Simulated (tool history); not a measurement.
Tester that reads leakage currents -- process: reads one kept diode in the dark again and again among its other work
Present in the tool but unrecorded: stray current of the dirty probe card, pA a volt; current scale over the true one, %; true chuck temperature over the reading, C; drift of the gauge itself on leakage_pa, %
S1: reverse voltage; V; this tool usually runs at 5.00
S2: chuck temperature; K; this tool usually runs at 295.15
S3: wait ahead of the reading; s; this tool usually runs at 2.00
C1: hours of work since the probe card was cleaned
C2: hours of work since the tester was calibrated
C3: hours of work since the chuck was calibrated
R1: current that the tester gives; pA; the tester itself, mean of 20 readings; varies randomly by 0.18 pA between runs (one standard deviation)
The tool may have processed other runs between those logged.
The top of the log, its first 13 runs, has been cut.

| run | day | S1 | S2 | S3 | C1 | C2 | C3 | R1 |
|---|---|---|---|---|---|---|---|---|
| 14 | 27.500 | 17.77 | 295.15 | 2.00 | 2611 | 1125 | 1600 | 113.51 |
| 15 | 29.538 | 17.77 | 295.15 | 2.00 | 2636 | 1151 | 1626 | 114.21 |
| 16 | 31.267 | 5.00 | 298.15 | 2.00 | 2658 | 1173 | 1648 | 80.04 |
| 17 | 32.471 | 5.00 | 298.15 | 2.00 | 2673 | 1188 | 1663 | 80.05 |
| 18 | 33.771 | 5.00 | 295.15 | 2.00 | 2690 | 1204 | 1679 | 62.81 |
| 19 | 35.200 | 5.00 | 295.15 | 2.01 | 2708 | 1222 | 1697 | 63.22 |
| 20 | 37.083 | 5.00 | 295.15 | 2.01 | 2731 | 1246 | 1721 | 63.30 |
| 21 | 39.358 | 5.46 | 309.15 | 1.25 | 2760 | 1275 | 1750 | 197.40 |
| 22 | 41.550 | 5.46 | 309.15 | 1.25 | 2788 | 1302 | 1778 | 198.06 |
| 23 | 43.554 | 5.46 | 329.15 | 0.98 | 2813 | 1328 | 1803 | 820.15 |
| 24 | 46.404 | 5.46 | 329.15 | 0.98 | 2849 | 1364 | 1839 | 818.76 |
| 25 | 47.946 | 10.38 | 324.15 | 0.46 | 2869 | 1383 | 1858 | 784.26 |
| 26 | 49.392 | 6.17 | 306.15 | 3.16 | 2887 | 1401 | 1877 | 166.53 |
| 27 | 51.012 | 6.17 | 306.15 | 3.16 | 2907 | 1422 | 1897 | 166.23 |
| 28 | 52.183 | 6.17 | 306.15 | 3.16 | 2922 | 1437 | 1912 | 166.73 |
| 29 | 55.029 | 2.63 | 299.15 | 2.11 | 2958 | 1473 | 1948 | 65.48 |
| 30 | 56.775 | 2.63 | 307.15 | 2.58 | 2980 | 1495 | 1970 | 122.97 |
| 31 | 59.362 | 10.66 | 310.15 | 2.40 | 3013 | 1527 | 2003 | 291.44 |
| 32 | 62.088 | 18.33 | 302.15 | 2.08 | 3047 | 1562 | 2037 | 204.33 |
| 33 | 64.846 | 4.53 | 302.15 | 2.08 | 3082 | 1597 | 2072 | 107.58 |
| 34 | 66.633 | 8.72 | 295.15 | 2.00 | 3105 | 1619 | 2094 | 83.42 |
| 35 | 67.904 | 8.72 | 295.15 | 2.00 | 3121 | 1635 | 2110 | 82.93 |
| 36 | 70.542 | 15.79 | 296.15 | 2.00 | 3154 | 1669 | 2144 | 119.66 |
| 37 | 71.692 | 15.79 | 296.15 | 2.00 | 3168 | 1683 | 2158 | 119.81 |

Predict the results of run 38:
| 38 | 73.042 | 5.00 | 317.15 | 0.40 | 3186 | 1700 | 2175 | ? |

Run 38 gave R1 349.29 pA.
With no hidden state in the tool, this same run would have given R1 313.12 pA.
